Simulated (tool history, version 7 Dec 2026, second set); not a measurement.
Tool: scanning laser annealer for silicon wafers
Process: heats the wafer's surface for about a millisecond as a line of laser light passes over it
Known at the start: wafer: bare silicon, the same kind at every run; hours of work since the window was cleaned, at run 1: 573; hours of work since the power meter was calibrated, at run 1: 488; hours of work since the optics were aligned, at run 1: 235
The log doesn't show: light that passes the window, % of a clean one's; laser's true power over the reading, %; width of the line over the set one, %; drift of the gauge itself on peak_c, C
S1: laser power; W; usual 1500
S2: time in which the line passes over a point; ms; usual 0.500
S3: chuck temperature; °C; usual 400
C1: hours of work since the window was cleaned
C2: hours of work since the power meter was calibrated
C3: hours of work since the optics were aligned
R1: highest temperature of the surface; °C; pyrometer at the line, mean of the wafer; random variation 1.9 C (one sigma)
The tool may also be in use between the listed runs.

run	hour	S1	S2	S3	C1	C2	C3	R1
1	0.0	1500	0.500	400	573	488	235	1141
2	13.3	1500	0.500	400	583	499	245	1141
3	37.7	1500	0.500	400	602	518	264	1143
4	55.9	1500	0.500	400	617	532	279	1138
5	79.6	1500	0.500	400	635	550	297	1139
6	101.2	1500	0.500	430	652	567	314	1166
7	115.2	1324	0.500	400	663	578	325	1043
8	134.9	1517	0.500	385	678	593	340	1130
9	155.3	1614	0.490	400	694	609	356	1185
10	179.9	1614	0.490	400	713	628	375	1187
11	202.2	1614	0.490	400	731	646	393	1184
12	225.7	1343	0.600	399	749	664	411	1120
13	245.5	1343	0.600	399	764	680	426	1118
14	272.4	1343	0.600	399	785	701	447	1115

Forecast each of these 3 alternatives for the next run:
A	292.1	1286	0.500	400	801	716	463	?
B	292.1	1633	0.527	400	801	716	463	?
C	292.1	1549	0.365	379	801	716	463	?

run	R1
A	1018
B	1222
C	1010
Without the tool's hidden state the same runs would have given:
run	R1
A	1047
B	1261
C	1040
